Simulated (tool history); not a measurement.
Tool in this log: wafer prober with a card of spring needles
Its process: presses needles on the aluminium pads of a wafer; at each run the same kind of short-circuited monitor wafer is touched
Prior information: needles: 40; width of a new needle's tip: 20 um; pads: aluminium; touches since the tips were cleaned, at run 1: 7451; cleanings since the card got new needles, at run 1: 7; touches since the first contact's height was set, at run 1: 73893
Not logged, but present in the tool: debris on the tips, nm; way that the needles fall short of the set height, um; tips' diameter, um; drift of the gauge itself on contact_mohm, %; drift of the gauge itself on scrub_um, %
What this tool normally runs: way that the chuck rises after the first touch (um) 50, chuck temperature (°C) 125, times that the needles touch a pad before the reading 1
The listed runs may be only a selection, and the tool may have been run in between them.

run,hour,way that the chuck rises after the first touch (um),chuck temperature (°C),times that the needles touch a pad before the reading,touches since the tips were cleaned,cleanings since the card got new needles,touches since the first contact's height was set,resistance of one needle with its contact and lead (mohm),way that a needle slides on the pad (um)
1,0.0,50,125,1,7451,7,73893,496,10.18
# hour 6.2: tips cleaned on abrasive film
2,9.5,50,125,1,512,8,75384,547,10.12
3,21.2,50,125,3,2391,8,77263,394,10.18
4,34.0,50,125,1,4428,8,79300,532,10.18
# hour 38.4: tips cleaned on abrasive film, once more
5,41.8,50,125,1,536,9,80527,367,10.11
6,52.2,50,125,1,2185,9,82176,420,10.17
7,70.3,50,125,1,5077,9,85068,477,10.10
8,82.4,50,125,1,7013,9,87004,506,10.12
# hour 92.1: tips cleaned on abrasive film
9,99.4,50,125,1,1165,10,89691,373,10.08
10,111.3,39,125,1,3063,10,91589,515,7.86
11,129.9,39,125,1,6027,10,94553,605,7.83
12,142.4,39,125,1,8028,10,96554,633,7.84
# hour 144.5: tips cleaned on abrasive film
13,154.2,39,125,1,1541,11,98410,449,7.80
14,166.8,39,125,1,3554,11,100423,537,7.79
15,184.0,50,125,1,6301,11,103170,492,10.07
16,192.5,50,125,1,7651,11,104520,507,10.09
# hour 197.1: tips cleaned on abrasive film
17,210.7,57,125,1,2180,12,107417,390,11.55
18,222.9,32,103,1,4123,12,109360,690,6.41
19,234.5,32,103,1,5974,12,111211,759,6.38
# hour 249.7: tips cleaned on abrasive film
20,249.7,53,46,1,0,13,113614,294,10.65
21,267.8,53,46,1,2876,13,116490,402,10.65
22,284.1,47,37,1,5475,13,119089,511,9.41
23,293.2,50,52,1,6928,13,120542,500,10.06
# hour 302.7: tips cleaned on abrasive film
24,309.4,38,51,1,1064,14,123119,442,7.52
25,316.9,31,121,1,2255,14,124310,620,6.11
26,332.3,58,125,1,4712,14,126767,428,11.66
27,343.6,67,62,2,6519,14,128574,361,13.50
28,351.1,67,62,2,7706,14,129761,354,13.53
# hour 355.8: tips cleaned on abrasive film
29,367.7,44,34,1,1900,15,132393,432,8.77
30,383.2,44,34,1,4373,15,134866,524,8.80
31,396.0,44,34,1,6418,15,136911,572,8.76
# hour 408.7: tips cleaned on abrasive film
32,411.5,45,31,2,440,16,139357,316,8.99
33,427.7,50,125,3,3026,16,141943,359,10.02
34,441.0,37,125,3,5156,16,144073,434,7.29

Entry by entry between the runs, the difference in hidden state between the last listed run before and the first listed run after:
Logged between run 1 and run 2: tips cleaned on abrasive film (hour 6.2)
  debris on the tips, nm: 103.2 -> 138.7; way that the needles fall short of the set height, um: 0.51 -> 0.85; tips' diameter, um: 20.18 -> 20.24
  measured value less the no-hidden-state value, resistance of one needle with its contact and lead (mohm): +181 -> +240; way that a needle slides on the pad (um): -0.11 -> -0.18
Logged between run 4 and run 5: tips cleaned on abrasive film, once more (hour 38.4)
  debris on the tips, nm: 133.4 -> 29.4; way that the needles fall short of the set height, um: 0.85 -> 0.92; tips' diameter, um: 20.24 -> 20.26
  measured value less the no-hidden-state value, resistance of one needle with its contact and lead (mohm): +229 -> +53; way that a needle slides on the pad (um): -0.18 -> -0.19
Logged between run 8 and run 9: tips cleaned on abrasive film (hour 92.1)
  debris on the tips, nm: 107.6 -> 33.6; way that the needles fall short of the set height, um: 0.92 -> 0.98; tips' diameter, um: 20.26 -> 20.29
  measured value less the no-hidden-state value, resistance of one needle with its contact and lead (mohm): +191 -> +60; way that a needle slides on the pad (um): -0.19 -> -0.21
Logged between run 12 and run 13: tips cleaned on abrasive film (hour 144.5)
  debris on the tips, nm: 110.2 -> 42.5; way that the needles fall short of the set height, um: 0.98 -> 1.07; tips' diameter, um: 20.29 -> 20.32
  measured value less the no-hidden-state value, resistance of one needle with its contact and lead (mohm): +315 -> +125; way that a needle slides on the pad (um): -0.21 -> -0.23
Logged between run 16 and run 17: tips cleaned on abrasive film (hour 197.1)
  debris on the tips, nm: 109.3 -> 55.1; way that the needles fall short of the set height, um: 1.07 -> 1.16; tips' diameter, um: 20.32 -> 20.35
  measured value less the no-hidden-state value, resistance of one needle with its contact and lead (mohm): +195 -> +78; way that a needle slides on the pad (um): -0.22 -> -0.24
Logged between run 19 and run 20: tips cleaned on abrasive film (hour 249.7)
  debris on the tips, nm: 98.4 -> 5; way that the needles fall short of the set height, um: 1.16 -> 1.24; tips' diameter, um: 20.35 -> 20.38
  measured value less the no-hidden-state value, resistance of one needle with its contact and lead (mohm): +441 -> +10; way that a needle slides on the pad (um): -0.24 -> -0.26
Logged between run 23 and run 24: tips cleaned on abrasive film (hour 302.7)
  debris on the tips, nm: 103.8 -> 38.7; way that the needles fall short of the set height, um: 1.24 -> 1.33; tips' diameter, um: 20.38 -> 20.41
  measured value less the no-hidden-state value, resistance of one needle with its contact and lead (mohm): +212 -> +140; way that a needle slides on the pad (um): -0.26 -> -0.27
Logged between run 28 and run 29: tips cleaned on abrasive film (hour 355.8)
  debris on the tips, nm: 110 -> 51.9; way that the needles fall short of the set height, um: 1.33 -> 1.41; tips' diameter, um: 20.41 -> 20.44
  measured value less the no-hidden-state value, resistance of one needle with its contact and lead (mohm): +75 -> +143; way that a needle slides on the pad (um): -0.27 -> -0.29
Logged between run 31 and run 32: tips cleaned on abrasive film (hour 408.7)
  debris on the tips, nm: 103.5 -> 20.4; way that the needles fall short of the set height, um: 1.41 -> 1.48; tips' diameter, um: 20.44 -> 20.46
  measured value less the no-hidden-state value, resistance of one needle with its contact and lead (mohm): +284 -> +33; way that a needle slides on the pad (um): -0.29 -> -0.30

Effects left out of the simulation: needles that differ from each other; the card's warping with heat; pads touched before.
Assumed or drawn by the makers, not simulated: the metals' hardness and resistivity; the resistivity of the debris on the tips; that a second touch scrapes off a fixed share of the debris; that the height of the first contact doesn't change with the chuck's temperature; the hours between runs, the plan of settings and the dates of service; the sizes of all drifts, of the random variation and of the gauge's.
